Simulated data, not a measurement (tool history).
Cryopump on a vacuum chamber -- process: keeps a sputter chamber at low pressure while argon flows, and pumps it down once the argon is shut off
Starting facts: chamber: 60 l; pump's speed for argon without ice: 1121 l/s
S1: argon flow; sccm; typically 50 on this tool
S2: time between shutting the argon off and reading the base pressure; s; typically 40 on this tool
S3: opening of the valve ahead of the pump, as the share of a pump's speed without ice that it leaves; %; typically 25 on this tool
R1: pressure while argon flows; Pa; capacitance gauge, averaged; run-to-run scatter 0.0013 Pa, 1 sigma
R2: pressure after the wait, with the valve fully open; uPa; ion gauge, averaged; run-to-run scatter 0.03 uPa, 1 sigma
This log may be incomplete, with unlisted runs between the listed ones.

run,hour,S1,S2,S3,R1,R2
1,0,50,40,25,0.3072,1.56
2,9.8,50,40,25,0.3043,1.61
3,20.4,28,40,25,0.1687,1.52
4,30.3,50,40,55,0.1408,1.61
5,45.9,50,40,25,0.3056,1.56
6,66.5,73,40,25,0.4446,1.66
7,77.5,73,40,25,0.4457,1.62
8,97.1,73,40,25,0.4482,1.71
9,112.9,50,40,25,0.3049,1.66
10,125.2,50,40,25,0.3059,1.73
11,144.8,50,40,25,0.307,1.65
12,160.3,50,40,25,0.3069,1.76
13,175.4,50,40,25,0.306,1.68
14,190.1,50,40,25,0.3086,1.75
15,206,50,68,25,0.3071,1.2
16,217.7,50,68,25,0.3073,1.28
17,226.2,50,68,25,0.3082,1.28
18,244.4,50,68,25,0.3097,1.29
19,263.1,93,255,40,0.3612,0.73
20,274.8,26,69,31,0.1306,1.28
21,284.2,35,45,46,0.1191,1.65
22,301.3,35,45,46,0.1201,1.68
23,320.7,50,156,29,0.27,0.9
24,341.7,31,212,25,0.1926,0.85
25,352.8,31,22,25,0.194,2.81
26,370.6,50,63,18,0.4274,1.43
27,381.1,38,250,59,0.1049,0.83
28,395.9,38,250,59,0.104,0.83
29,411.9,64,35,29,0.3437,2
30,425.8,50,233,25,0.3086,0.91
31,441.5,50,233,25,0.3121,0.87
32,452.9,50,233,25,0.3129,0.88
33,468.2,57,55,19,0.467,1.6

4 options for the next run, each taken on its own from the tool as it stands now. Forecast them:
A,480.9,41,29,57,?,?
B,480.9,50,40,19,?,?
C,480.9,59,55,19,?,?
D,480.9,80,55,27,?,?

run,R1,R2
A,0.1171,2.38
B,0.4082,1.99
C,0.479,1.55
D,0.463,1.61
Stripped of hidden state, with their random variation kept, the same runs would have yielded:
run,R1,R2
A,0.1085,1.94
B,0.3978,1.55
C,0.4667,1.11
D,0.4464,1.18
